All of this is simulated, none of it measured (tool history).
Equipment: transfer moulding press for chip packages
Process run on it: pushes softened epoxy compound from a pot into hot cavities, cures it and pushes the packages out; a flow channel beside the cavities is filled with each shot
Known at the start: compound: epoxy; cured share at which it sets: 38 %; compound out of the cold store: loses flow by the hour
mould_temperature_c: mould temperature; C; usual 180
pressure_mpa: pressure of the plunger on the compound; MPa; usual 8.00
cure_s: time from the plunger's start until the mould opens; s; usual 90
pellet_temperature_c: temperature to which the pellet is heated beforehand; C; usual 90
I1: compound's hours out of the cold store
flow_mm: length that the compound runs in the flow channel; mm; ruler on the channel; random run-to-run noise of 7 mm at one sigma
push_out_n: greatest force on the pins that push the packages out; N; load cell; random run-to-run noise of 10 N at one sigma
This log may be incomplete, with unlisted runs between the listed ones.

Run 1, hour 0.0: usual settings; I1 32.8. Result: flow_mm 868 mm, push_out_n 429 N.
Run 2, hour 26.2: usual settings; I1 23.7. Result: flow_mm 887 mm, push_out_n 442 N.
Run 3, hour 48.1: usual settings but mould_temperature_c 186 C; I1 13.4. Result: flow_mm 906 mm, push_out_n 388 N.
Run 4, hour 68.8: usual settings but mould_temperature_c 186 C; I1 26.1. Result: flow_mm 859 mm, push_out_n 379 N.
Run 5, hour 83.4: usual settings but cure_s 73 s; I1 13.0. Result: flow_mm 933 mm, push_out_n 693 N.
Run 6, hour 109.6: usual settings but cure_s 73 s; I1 42.6. Result: flow_mm 839 mm, push_out_n 631 N.
Run 7, hour 136.0: usual settings; I1 41.0. Result: flow_mm 838 mm, push_out_n 465 N.
Run 8, hour 150.8: usual settings; I1 36.5. Result: flow_mm 864 mm, push_out_n 451 N.
Run 9, hour 176.6: usual settings; I1 13.4. Result: flow_mm 935 mm, push_out_n 441 N.
Run 10, hour 191.5: usual settings; I1 15.6. Result: flow_mm 917 mm, push_out_n 485 N.
Run 11, hour 216.2: usual settings; I1 12.8. Result: flow_mm 920 mm, push_out_n 462 N.
Run 12, hour 243.5: usual settings; I1 44.2. Result: flow_mm 839 mm, push_out_n 444 N.
Run 13, hour 267.8: usual settings; I1 34.9. Result: flow_mm 867 mm, push_out_n 469 N.
Run 14, hour 291.4: usual settings; I1 43.5. Result: flow_mm 831 mm, push_out_n 461 N.
Run 15, hour 309.7: usual settings but pressure_mpa 7.44 MPa; I1 13.0. Result: flow_mm 890 mm, push_out_n 482 N.
Run 16, hour 322.1: usual settings but pressure_mpa 7.44 MPa; I1 13.7. Result: flow_mm 885 mm, push_out_n 467 N.
Run 17, hour 341.3: usual settings but pressure_mpa 8.68 MPa; I1 34.2. Result: flow_mm 897 mm, push_out_n 465 N.
Run 18, hour 360.5: usual settings but mould_temperature_c 186 C, cure_s 75 s, pellet_temperature_c 83 C; I1 45.5. Result: flow_mm 812 mm, push_out_n 444 N.
Run 19, hour 383.3: usual settings but mould_temperature_c 176 C, cure_s 114 s; I1 36.3. Result: flow_mm 874 mm, push_out_n 412 N.
Run 20, hour 408.3: usual settings but mould_temperature_c 176 C, cure_s 114 s; I1 46.0. Result: flow_mm 853 mm, push_out_n 409 N.
Run 21, hour 430.3: usual settings but pressure_mpa 7.96 MPa, pellet_temperature_c 96 C; I1 47.7. Result: flow_mm 830 mm, push_out_n 443 N.
Run 22, hour 450.5: usual settings but pressure_mpa 7.96 MPa, pellet_temperature_c 96 C; I1 15.0. Result: flow_mm 924 mm, push_out_n 450 N.
Run 23, hour 473.5: usual settings but mould_temperature_c 173 C; I1 44.8. Result: flow_mm 856 mm, push_out_n 660 N.
Run 24, hour 487.9: usual settings but mould_temperature_c 173 C; I1 30.7. Result: flow_mm 898 mm, push_out_n 696 N.
Run 25, hour 507.4: usual settings but mould_temperature_c 188 C; I1 47.8. Result: flow_mm 809 mm, push_out_n 390 N.
Run 26, hour 529.5: usual settings but mould_temperature_c 182 C, pressure_mpa 9.51 MPa, pellet_temperature_c 98 C; I1 18.5. Result: flow_mm 986 mm, push_out_n 425 N.
Run 27, hour 545.2: usual settings but mould_temperature_c 182 C, pressure_mpa 8.86 MPa, pellet_temperature_c 85 C; I1 12.6. Result: flow_mm 970 mm, push_out_n 455 N.
Run 28, hour 560.8: usual settings but mould_temperature_c 182 C, pressure_mpa 6.54 MPa, cure_s 91 s, pellet_temperature_c 88 C; I1 16.1. Result: flow_mm 822 mm, push_out_n 420 N.

Taken out of this log: 9 entries between the listed runs. Where each belongs, and how the hidden state differs across it:
Logged between run 4 and run 5: cavities cleaned with cleaning compound and waxed (hour 75.3)
  grip of the stained cavities, % over clean ones': 0.8 -> 0.2
Logged between run 7 and run 8: cavities cleaned with cleaning compound and waxed (hour 150.8)
  pressure that reaches the compound, % of what is set: 99.73 -> 99.72; grip of the stained cavities, % over clean ones': 0.8 -> 0.1
Logged between run 8 and run 9: mould's thermocouples calibrated (hour 161.7)
  true mould temperature over the reading, C: -0.02 -> 0; pressure that reaches the compound, % of what is set: 99.72 -> 99.7; grip of the stained cavities, % over clean ones': 0.1 -> 0.5
Logged between run 11 and run 12: cavities cleaned with cleaning compound and waxed (hour 228.9)
  pressure that reaches the compound, % of what is set: 99.68 -> 99.67; grip of the stained cavities, % over clean ones': 0.8 -> 0.3
Logged between run 14 and run 15: plunger's sealing rings changed (hour 300.5); cavities cleaned with cleaning compound and waxed (hour 307.8)
  pressure that reaches the compound, % of what is set: 99.64 -> 99.98; grip of the stained cavities, % over clean ones': 0.8 -> 0.1
Logged between run 18 and run 19: cavities cleaned with cleaning compound and waxed (hour 383.3)
  pressure that reaches the compound, % of what is set: 99.95 -> 99.94; grip of the stained cavities, % over clean ones': 0.7 -> 0
Logged between run 22 and run 23: cavities cleaned with cleaning compound and waxed (hour 459.2)
  pressure that reaches the compound, % of what is set: 99.9 -> 99.88; grip of the stained cavities, % over clean ones': 0.8 -> 0.3
Logged between run 26 and run 27: cavities cleaned with cleaning compound and waxed (hour 535.8)
  pressure that reaches the compound, % of what is set: 99.85 -> 99.84; grip of the stained cavities, % over clean ones': 0.8 -> 0.2

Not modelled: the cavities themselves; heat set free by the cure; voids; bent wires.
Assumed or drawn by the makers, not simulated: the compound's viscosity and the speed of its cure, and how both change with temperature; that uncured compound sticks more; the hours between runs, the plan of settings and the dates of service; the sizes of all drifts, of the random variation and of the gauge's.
